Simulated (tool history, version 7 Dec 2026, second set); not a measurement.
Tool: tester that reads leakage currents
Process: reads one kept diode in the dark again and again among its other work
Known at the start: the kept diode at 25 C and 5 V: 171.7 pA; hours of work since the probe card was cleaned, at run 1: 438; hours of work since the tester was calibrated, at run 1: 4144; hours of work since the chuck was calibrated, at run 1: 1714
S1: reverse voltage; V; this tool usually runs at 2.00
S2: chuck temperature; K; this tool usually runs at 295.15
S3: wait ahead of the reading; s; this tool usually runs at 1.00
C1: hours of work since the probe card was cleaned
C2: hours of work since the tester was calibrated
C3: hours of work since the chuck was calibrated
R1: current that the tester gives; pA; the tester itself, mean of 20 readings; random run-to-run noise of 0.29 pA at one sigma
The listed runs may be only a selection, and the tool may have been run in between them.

Run 1, hour 0.0: usual settings; C1 438; C2 4144; C3 1714. Result: R1 79.76 pA.
At hour 68.4: chuck's temperature calibrated.
Run 2, hour 88.5: usual settings; C1 499; C2 4204; C3 14. Result: R1 77.36 pA.
Run 3, hour 197.9: usual settings; C1 575; C2 4281; C3 90. Result: R1 76.12 pA.
Run 4, hour 281.4: usual settings but S1 12.03 V; C1 633; C2 4339; C3 149. Result: R1 165.09 pA.
Run 5, hour 432.3: usual settings; C1 739; C2 4444; C3 254. Result: R1 75.40 pA.
Run 6, hour 580.7: usual settings; C1 842; C2 4548; C3 358. Result: R1 74.84 pA.
Run 7, hour 699.2: usual settings; C1 925; C2 4630; C3 440. Result: R1 74.23 pA.
Run 8, hour 833.8: usual settings; C1 1019; C2 4724; C3 534. Result: R1 73.61 pA.
At hour 877.2: chuck's temperature calibrated, once more.
Run 9, hour 912.8: usual settings; C1 1073; C2 4778; C3 25. Result: R1 94.06 pA.
Run 10, hour 998.5: usual settings; C1 1132; C2 4838; C3 85. Result: R1 93.33 pA.
Run 11, hour 1151.0: usual settings but S1 5.76 V, S2 319.15 K, S3 0.38 s; C1 1239; C2 4944; C3 191. Result: R1 804.90 pA.
At hour 1197.0: tester calibrated.
Run 12, hour 1292.5: usual settings but S1 9.48 V, S2 317.15 K, S3 0.38 s; C1 1336; C2 67; C3 288. Result: R1 863.23 pA.
Run 13, hour 1434.4: usual settings but S1 9.48 V, S2 317.15 K, S3 0.38 s; C1 1435; C2 166; C3 388. Result: R1 859.86 pA.
Run 14, hour 1579.2: usual settings but S1 3.31 V, S2 317.15 K, S3 0.31 s; C1 1536; C2 267; C3 489. Result: R1 547.53 pA.

Forecast each of these 5 alternatives for the next run:
Run A, hour 1677.2: usual settings but S1 5.53 V, S2 317.15 K, S3 0.31 s; C1 1605; C2 335; C3 557. Result: R1 ?.
Run B, hour 1677.2: usual settings but S2 308.15 K, S3 3.21 s; C1 1605; C2 335; C3 557. Result: R1 ?.
Run C, hour 1677.2: usual settings but S1 7.01 V, S3 3.36 s; C1 1605; C2 335; C3 557. Result: R1 ?.
Run D, hour 1677.2: usual settings but S1 11.74 V, S2 306.15 K, S3 4.85 s; C1 1605; C2 335; C3 557. Result: R1 ?.
Run E, hour 1677.2: usual settings but S1 2.14 V, S3 2.51 s; C1 1605; C2 335; C3 557. Result: R1 ?.

run      R1
  A  674.03
  B  235.38
  C  152.55
  D  426.84
  E   91.91
Without the tool's hidden state the same runs would have given:
run      R1
  A  706.01
  B  247.35
  C  156.83
  D  442.87
  E   96.05

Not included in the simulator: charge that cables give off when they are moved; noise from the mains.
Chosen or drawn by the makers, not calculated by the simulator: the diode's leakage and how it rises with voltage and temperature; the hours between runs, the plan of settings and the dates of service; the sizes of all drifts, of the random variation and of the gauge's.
